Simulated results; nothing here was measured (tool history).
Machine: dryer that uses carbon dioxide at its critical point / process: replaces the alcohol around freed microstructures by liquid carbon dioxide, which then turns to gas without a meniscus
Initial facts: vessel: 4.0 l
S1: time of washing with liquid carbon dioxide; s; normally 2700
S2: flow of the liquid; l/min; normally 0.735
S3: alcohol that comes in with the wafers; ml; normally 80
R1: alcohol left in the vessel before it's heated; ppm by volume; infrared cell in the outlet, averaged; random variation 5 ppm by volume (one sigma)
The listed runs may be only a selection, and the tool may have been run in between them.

run,hour,S1,S2,S3,R1
1,0,2700,0.735,80,14
# hour 5.2: inlet filter changed
2,21,2700,0.735,80,16
3,56.9,2700,0.735,80,23
4,92.7,2700,0.735,80,22
5,127.3,2700,0.735,80,41
6,149.1,2700,0.487,80,202
7,178.9,4140,0.735,69,22

Run 8, settings as shown, results not yet in. Your forecast:
8,204.2,4140,0.735,69,?

{"run 8": {"R1": 24}}
Had the tool carried no hidden state, the very same run would have given R1 0 ppm by volume.
